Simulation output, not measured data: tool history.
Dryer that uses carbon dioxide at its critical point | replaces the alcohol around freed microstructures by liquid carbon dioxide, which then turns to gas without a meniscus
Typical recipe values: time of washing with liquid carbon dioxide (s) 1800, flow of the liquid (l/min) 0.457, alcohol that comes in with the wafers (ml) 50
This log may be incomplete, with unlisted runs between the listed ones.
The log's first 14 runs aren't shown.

run	hour	time of washing with liquid carbon dioxide (s)	flow of the liquid (l/min)	alcohol that comes in with the wafers (ml)	hours of work since the filter was changed	hours of work since the purifier's bed was changed	alcohol left in the vessel before it's heated (ppm by volume)
15	560.1	1140	0.457	24	55	1009	434
16	590.7	1800	0.457	50	68	1022	284
17	624.6	1800	0.457	24	83	1036	251
18	669.5	1800	0.457	24	102	1055	266
# hour 701.0: purifier's bed changed
19	703.3	1920	0.457	50	115	1	37
20	748.1	1920	0.457	50	134	20	46
21	794.4	1920	0.457	50	154	40	45
22	822.0	2400	0.372	50	166	52	42
23	867.9	2400	0.372	76	185	71	64
24	893.9	1800	0.457	78	196	82	111
25	938.1	1800	0.457	78	215	101	123
26	974.9	2400	0.457	50	231	117	41

Run 27, settings as shown, results not yet in. Your forecast:
27	1018.6	2400	0.307	50	249	136	?

{"run 27": {"alcohol left in the vessel before it's heated (ppm by volume)": 142}}
On a tool with no hidden condition, and with the same random variation, this run would have come out at alcohol left in the vessel before it's heated (ppm by volume) 74.
